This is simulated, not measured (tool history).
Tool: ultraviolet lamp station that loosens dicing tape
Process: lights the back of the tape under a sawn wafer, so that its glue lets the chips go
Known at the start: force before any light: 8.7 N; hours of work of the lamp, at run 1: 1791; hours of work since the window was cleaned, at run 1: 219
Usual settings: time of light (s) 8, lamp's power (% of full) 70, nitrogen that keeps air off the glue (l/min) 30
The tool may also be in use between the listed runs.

| run | hour | time of light (s) | lamp's power (% of full) | nitrogen that keeps air off the glue (l/min) | hours of work of the lamp | hours of work since the window was cleaned | force that peels the tape off (N) | light that reached the tape (mJ/cm2) |
|---|---|---|---|---|---|---|---|---|
| 1 | 0.0 | 8 | 70 | 30 | 1791 | 219 | 1.516 | 215 |
| 2 | 37.9 | 8 | 70 | 30 | 1815 | 243 | 1.490 | 211 |
|  | 53.3 | window cleaned of glue's vapour |
| 3 | 114.8 | 8 | 70 | 30 | 1865 | 40 | 1.346 | 234 |
|  | 130.4 | lamp changed |
| 4 | 167.3 | 8 | 70 | 24 | 24 | 73 | 0.593 | 383 |
| 5 | 248.8 | 8 | 70 | 24 | 76 | 126 | 0.650 | 360 |
| 6 | 296.9 | 8 | 70 | 30 | 108 | 157 | 0.567 | 355 |
| 7 | 350.9 | 8 | 70 | 30 | 142 | 192 | 0.586 | 348 |
| 8 | 415.9 | 8 | 70 | 17 | 184 | 234 | 1.058 | 337 |
|  | 449.7 | window cleaned of glue's vapour |
| 9 | 496.6 | 7 | 70 | 45 | 236 | 30 | 0.479 | 324 |
| 10 | 542.9 | 10 | 74 | 45 | 266 | 60 | 0.216 | 480 |
| 11 | 582.7 | 10 | 81 | 45 | 292 | 86 | 0.207 | 518 |
| 12 | 644.9 | 6 | 68 | 16 | 332 | 126 | 1.762 | 256 |
| 13 | 690.1 | 6 | 69 | 30 | 361 | 155 | 1.196 | 250 |
| 14 | 736.3 | 8 | 93 | 14 | 391 | 185 | 0.727 | 440 |

Forecast each of these 4 alternatives for the next run:
| A | 817.4 | 8 | 83 | 14 | 444 | 238 | ? | ? |
| B | 817.4 | 8 | 64 | 30 | 444 | 238 | ? | ? |
| C | 817.4 | 8 | 87 | 30 | 444 | 238 | ? | ? |
| D | 817.4 | 10 | 70 | 30 | 444 | 238 | ? | ? |

| run | force that peels the tape off (N) | light that reached the tape (mJ/cm2) |
|---|---|---|
| A | 0.999 | 377 |
| B | 0.891 | 289 |
| C | 0.454 | 390 |
| D | 0.448 | 395 |
Without the tool's hidden state the same runs would have given:
| run | force that peels the tape off (N) | light that reached the tape (mJ/cm2) |
|---|---|---|
| A | 0.599 | 482 |
| B | 0.526 | 369 |
| C | 0.275 | 498 |
| D | 0.272 | 504 |

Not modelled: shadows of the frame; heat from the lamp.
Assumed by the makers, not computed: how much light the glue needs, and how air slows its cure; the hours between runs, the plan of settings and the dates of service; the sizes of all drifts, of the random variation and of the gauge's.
